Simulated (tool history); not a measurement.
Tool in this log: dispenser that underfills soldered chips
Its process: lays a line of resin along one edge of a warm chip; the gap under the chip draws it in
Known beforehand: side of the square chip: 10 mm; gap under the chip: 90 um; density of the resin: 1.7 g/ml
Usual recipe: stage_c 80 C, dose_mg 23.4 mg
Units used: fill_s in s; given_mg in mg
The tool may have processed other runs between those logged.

| run | hour | stage_c | dose_mg | fill_s | given_mg |
|---|---|---|---|---|---|
| 1 | 0 | 80 | 23.4 | 117.1 | 22.86 |
| 2 | 2.4 | 80 | 23.4 | 127.9 | 22.89 |
| 3 | 4.3 | 80 | 23.4 | 137.6 | 22.68 |
|  | 4.9 | new syringe of resin |
| 4 | 7.7 | 80 | 23.4 | 91.2 | 22.67 |
| 5 | 10.3 | 94 | 23.4 | 50.3 | 22.66 |
| 6 | 13.4 | 94 | 23.4 | 57.1 | 22.72 |
| 7 | 16 | 94 | 21.2 | 64.2 | 20.61 |
| 8 | 18.1 | 67 | 23.4 | 266.7 | 22.77 |
|  | 19.2 | new syringe of resin |
| 9 | 22.6 | 67 | 23.4 | 191.4 | 22.7 |
| 10 | 24.7 | 67 | 23.4 | 206.2 | 22.54 |
|  | 26.7 | dispensing valve cleaned and set on the balance |
| 11 | 28.9 | 80 | 23.4 | 115.1 | 23.33 |
| 12 | 32.4 | 80 | 23.4 | 132.7 | 23.23 |
|  | 34.8 | new syringe of resin |
| 13 | 36.7 | 80 | 23.4 | 91.2 | 23.21 |
| 14 | 40.8 | 80 | 23.4 | 106.2 | 23.22 |
| 15 | 43.2 | 80 | 23.4 | 116.1 | 23.01 |
| 16 | 46.3 | 91 | 23.4 | 75.5 | 23.09 |
|  | 49.2 | new syringe of resin |
| 17 | 49.9 | 91 | 23.4 | 49.3 | 23.14 |
| 18 | 53.6 | 91 | 23.4 | 56.7 | 23.16 |
| 19 | 55.8 | 91 | 23.4 | 60.6 | 23.01 |
| 20 | 59.7 | 76 | 23.5 | 149.6 | 23.2 |
| 21 | 63 | 76 | 23.5 | 168.2 | 23.1 |
|  | 63.7 | new syringe of resin |
| 22 | 65.9 | 86 | 24.5 | 68.1 | 23.97 |
| 23 | 68.6 | 70 | 22.1 | 170.8 | 21.76 |
| 24 | 71.3 | 70 | 22.1 | 191.2 | 21.61 |
| 25 | 73.8 | 89 | 23.5 | 77.7 | 23.1 |
|  | 78.3 | new syringe of resin |
| 26 | 78.5 | 88 | 24.1 | 57.8 | 23.55 |
| 27 | 81.1 | 86 | 28 | 68.9 | 27.45 |
| 28 | 83.8 | 91 | 25.2 | 59.6 | 24.43 |
| 29 | 86.2 | 78 | 26.1 | 123.8 | 25.28 |
| 30 | 89.4 | 78 | 26.1 | 144.4 | 25.1 |
| 31 | 91.9 | 83 | 21.3 | 126.2 | 20.53 |
|  | 92.8 | new syringe of resin |
| 32 | 94.1 | 93 | 29.9 | 44.9 | 28.86 |
| 33 | 97.5 | 93 | 29.9 | 51.6 | 28.8 |
| 34 | 100.4 | 93 | 29.9 | 56.9 | 28.83 |
| 35 | 102.6 | 78 | 23 | 134.6 | 22.2 |
|  | 105.5 | dispensing valve cleaned and set on the balance |
| 36 | 106.2 | 67 | 27.2 | 261 | 27.23 |

Below, some changes in fill_s between adjacent runs. For each, the amount present without the hidden state too (settings, incoming material, random variation) and the amount remaining for the hidden state with gauge scatter not shared by both compared results:
The hidden state here: resin's viscosity, % of fresh resin's; dose that the valve gives, % of what is set; true chip temperature over the reading, C; drift of the gauge itself on fill_s, %; drift of the gauge itself on given_mg, %.
Run 7 -> 8: stage_c 94 -> 67, dose_mg 21.2 -> 23.4. fill_s +202.5 s: hidden state +81.9, all else +120.6.
Run 8 -> 9: new syringe of resin. fill_s -75.3 s: hidden state -76.7, all else +1.4.
Run 21 -> 22: stage_c 76 -> 86, dose_mg 23.5 -> 24.5, new syringe of resin. fill_s -100.1 s: hidden state -60.6, all else -39.5.
Run 24 -> 25: stage_c 70 -> 89, dose_mg 22.1 -> 23.5. fill_s -113.5 s: hidden state -26.1, all else -87.4.
Run 35 -> 36: stage_c 78 -> 67, dose_mg 23 -> 27.2, dispensing valve cleaned and set on the balance. fill_s +126.4 s: hidden state +56, all else +70.4.

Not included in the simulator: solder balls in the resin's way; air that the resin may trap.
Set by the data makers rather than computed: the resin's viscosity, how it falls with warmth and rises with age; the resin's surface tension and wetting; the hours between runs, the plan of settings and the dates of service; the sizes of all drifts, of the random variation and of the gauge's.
